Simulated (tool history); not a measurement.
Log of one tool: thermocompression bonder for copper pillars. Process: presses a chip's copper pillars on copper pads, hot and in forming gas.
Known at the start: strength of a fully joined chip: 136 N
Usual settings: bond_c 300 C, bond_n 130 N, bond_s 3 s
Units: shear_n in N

run 1 hour=0.0 | bond_c=300 bond_n=130 bond_s=3 | shear_n=85.2
run 2 hour=18.0 | bond_c=300 bond_n=130 bond_s=3 | shear_n=85.9
run 3 hour=32.0 | bond_c=300 bond_n=130 bond_s=8 | shear_n=106.2
run 4 hour=42.2 | bond_c=300 bond_n=130 bond_s=8 | shear_n=107.6
run 5 hour=52.5 | bond_c=300 bond_n=130 bond_s=8 | shear_n=107.9
run 6 hour=62.6 | bond_c=300 bond_n=130 bond_s=8 | shear_n=108.2
run 7 hour=80.9 | bond_c=300 bond_n=130 bond_s=8 | shear_n=106.7
run 8 hour=97.1 | bond_c=300 bond_n=130 bond_s=8 | shear_n=107.8
-- hour=107.5 forming gas filter changed
run 9 hour=111.4 | bond_c=300 bond_n=130 bond_s=8 | shear_n=110.5
run 10 hour=123.2 | bond_c=300 bond_n=130 bond_s=8 | shear_n=110.9
run 11 hour=135.2 | bond_c=300 bond_n=130 bond_s=8 | shear_n=110.6
run 12 hour=152.7 | bond_c=300 bond_n=130 bond_s=8 | shear_n=110.5
run 13 hour=162.3 | bond_c=300 bond_n=130 bond_s=8 | shear_n=111.1
run 14 hour=173.1 | bond_c=300 bond_n=130 bond_s=8 | shear_n=110.4
run 15 hour=181.0 | bond_c=300 bond_n=130 bond_s=2 | shear_n=77.9
run 16 hour=196.3 | bond_c=300 bond_n=130 bond_s=3 | shear_n=86.9
run 17 hour=206.9 | bond_c=300 bond_n=130 bond_s=3 | shear_n=86.8
run 18 hour=219.2 | bond_c=300 bond_n=130 bond_s=3 | shear_n=87.7
run 19 hour=228.6 | bond_c=271 bond_n=130 bond_s=3 | shear_n=64.8
run 20 hour=241.4 | bond_c=274 bond_n=130 bond_s=3 | shear_n=67.8
run 21 hour=254.4 | bond_c=292 bond_n=115 bond_s=2 | shear_n=66.9
run 22 hour=270.6 | bond_c=323 bond_n=130 bond_s=3 | shear_n=104.3
run 23 hour=286.5 | bond_c=323 bond_n=130 bond_s=3 | shear_n=104.1
run 24 hour=297.1 | bond_c=323 bond_n=130 bond_s=3 | shear_n=103.7
run 25 hour=312.9 | bond_c=282 bond_n=130 bond_s=4 | shear_n=80.9
run 26 hour=327.5 | bond_c=282 bond_n=130 bond_s=7 | shear_n=94.3
run 27 hour=335.8 | bond_c=290 bond_n=81 bond_s=3 | shear_n=62.7
run 28 hour=349.6 | bond_c=282 bond_n=110 bond_s=4 | shear_n=75.1
run 29 hour=363.1 | bond_c=282 bond_n=110 bond_s=4 | shear_n=75.1
run 30 hour=376.5 | bond_c=300 bond_n=192 bond_s=2 | shear_n=93.3
run 31 hour=393.7 | bond_c=300 bond_n=192 bond_s=2 | shear_n=92.3
run 32 hour=410.9 | bond_c=275 bond_n=155 bond_s=5 | shear_n=87.4
run 33 hour=426.6 | bond_c=328 bond_n=104 bond_s=2 | shear_n=89.3
run 34 hour=438.0 | bond_c=276 bond_n=183 bond_s=2 | shear_n=72.2
run 35 hour=449.5 | bond_c=315 bond_n=138 bond_s=7 | shear_n=118.6
run 36 hour=466.1 | bond_c=315 bond_n=138 bond_s=7 | shear_n=118.2
run 37 hour=476.2 | bond_c=271 bond_n=139 bond_s=2 | shear_n=59.7
run 38 hour=489.0 | bond_c=300 bond_n=159 bond_s=5 | shear_n=107.5
run 39 hour=500.0 | bond_c=300 bond_n=159 bond_s=9 | shear_n=119.3
run 40 hour=508.7 | bond_c=300 bond_n=108 bond_s=2 | shear_n=71.0

Hidden state or all else? Some run-to-run changes of shear_n, split into what the settings, what came in and random variation would give without the hidden state, and what is left for the hidden state (with any gauge scatter that isn't in both results):
The hidden state here: true temperature of the bond over the reading, C; force that reaches the chip, % of what is set; oxide that the forming gas leaves, % of the face; drift of the gauge itself on shear_n, %.
Run 8 -> 9: forming gas filter changed. shear_n +2.7 N: hidden state +2.6, all else +0.1.
Run 34 -> 35: bond_c 276 -> 315, bond_n 183 -> 138, bond_s 2 -> 7. shear_n +46.4 N: hidden state -1.6, all else +48.0.
Run 36 -> 37: bond_c 315 -> 271, bond_n 138 -> 139, bond_s 7 -> 2. shear_n -58.5 N: hidden state +1.6, all else -60.1.
Run 37 -> 38: bond_c 271 -> 300, bond_n 139 -> 159, bond_s 2 -> 5. shear_n +47.8 N: hidden state -0.8, all else +48.6.
Run 39 -> 40: bond_n 159 -> 108, bond_s 9 -> 2. shear_n -48.3 N: hidden state +1.6, all else -49.9.

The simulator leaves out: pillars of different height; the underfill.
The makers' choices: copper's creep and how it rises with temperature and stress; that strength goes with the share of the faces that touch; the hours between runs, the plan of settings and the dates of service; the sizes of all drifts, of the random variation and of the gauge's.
